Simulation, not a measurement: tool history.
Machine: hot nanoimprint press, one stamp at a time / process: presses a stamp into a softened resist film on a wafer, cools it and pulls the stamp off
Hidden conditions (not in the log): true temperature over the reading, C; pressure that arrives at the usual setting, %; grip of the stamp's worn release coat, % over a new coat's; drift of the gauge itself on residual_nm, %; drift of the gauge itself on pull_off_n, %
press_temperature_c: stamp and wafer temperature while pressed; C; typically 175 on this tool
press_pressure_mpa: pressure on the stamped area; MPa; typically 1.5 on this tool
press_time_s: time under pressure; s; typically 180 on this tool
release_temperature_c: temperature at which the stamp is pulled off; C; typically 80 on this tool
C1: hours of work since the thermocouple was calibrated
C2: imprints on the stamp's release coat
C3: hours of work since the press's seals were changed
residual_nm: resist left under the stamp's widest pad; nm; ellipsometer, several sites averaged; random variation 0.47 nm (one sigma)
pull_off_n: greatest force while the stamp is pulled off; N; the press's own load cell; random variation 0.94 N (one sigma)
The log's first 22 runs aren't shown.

run 23 hour=231.8 | press_temperature_c=172 press_pressure_mpa=1.5 press_time_s=180 release_temperature_c=80 | C1=41 C2=63 C3=405 | residual_nm=207.5 pull_off_n=237.2
run 24 hour=244.3 | press_temperature_c=175 press_pressure_mpa=1.22 press_time_s=247 release_temperature_c=69 | C1=51 C2=96 C3=415 | residual_nm=188.2 pull_off_n=277.3
run 25 hour=257 | press_temperature_c=173 press_pressure_mpa=0.93 press_time_s=247 release_temperature_c=78 | C1=60 C2=129 C3=424 | residual_nm=229.7 pull_off_n=247
run 26 hour=266.6 | press_temperature_c=178 press_pressure_mpa=2.09 press_time_s=207 release_temperature_c=78 | C1=68 C2=153 C3=432 | residual_nm=134.4 pull_off_n=246.2
run 27 hour=274.9 | press_temperature_c=178 press_pressure_mpa=2.09 press_time_s=207 release_temperature_c=78 | C1=74 C2=175 C3=438 | residual_nm=133.8 pull_off_n=248.1
run 28 hour=283 | press_temperature_c=175 press_pressure_mpa=1.25 press_time_s=104 release_temperature_c=84 | C1=80 C2=196 C3=444 | residual_nm=241.4 pull_off_n=227.3
run 29 hour=293.4 | press_temperature_c=175 press_pressure_mpa=1.5 press_time_s=310 release_temperature_c=71 | C1=88 C2=223 C3=452 | residual_nm=156.3 pull_off_n=271.7
run 30 hour=301.8 | press_temperature_c=184 press_pressure_mpa=1.29 press_time_s=337 release_temperature_c=80 | C1=95 C2=244 C3=459 | residual_nm=119.6 pull_off_n=243.3

Each row is a separate what-if for the run after 30, all from the same tool condition, not one after another. Results?
run A hour=309.4 | press_temperature_c=184 press_pressure_mpa=1.29 press_time_s=92 release_temperature_c=71 | C1=101 C2=264 C3=465 | residual_nm=? pull_off_n=?
run B hour=309.4 | press_temperature_c=175 press_pressure_mpa=1.31 press_time_s=99 release_temperature_c=73 | C1=101 C2=264 C3=465 | residual_nm=? pull_off_n=?
run C hour=309.4 | press_temperature_c=184 press_pressure_mpa=1.24 press_time_s=117 release_temperature_c=84 | C1=101 C2=264 C3=465 | residual_nm=? pull_off_n=?
run D hour=309.4 | press_temperature_c=184 press_pressure_mpa=1.29 press_time_s=224 release_temperature_c=80 | C1=101 C2=264 C3=465 | residual_nm=? pull_off_n=?

run=A residual_nm=188.9 pull_off_n=276.5
run=B residual_nm=239.9 pull_off_n=267.4
run=C residual_nm=177.8 pull_off_n=228.7
run=D residual_nm=139.3 pull_off_n=243.2
Take away the tool's hidden state, keep each run's random variation, and the runs would have read:
run=A residual_nm=186.6 pull_off_n=267
run=B residual_nm=237.5 pull_off_n=258.2
run=C residual_nm=175.7 pull_off_n=221
run=D residual_nm=137.5 pull_off_n=235
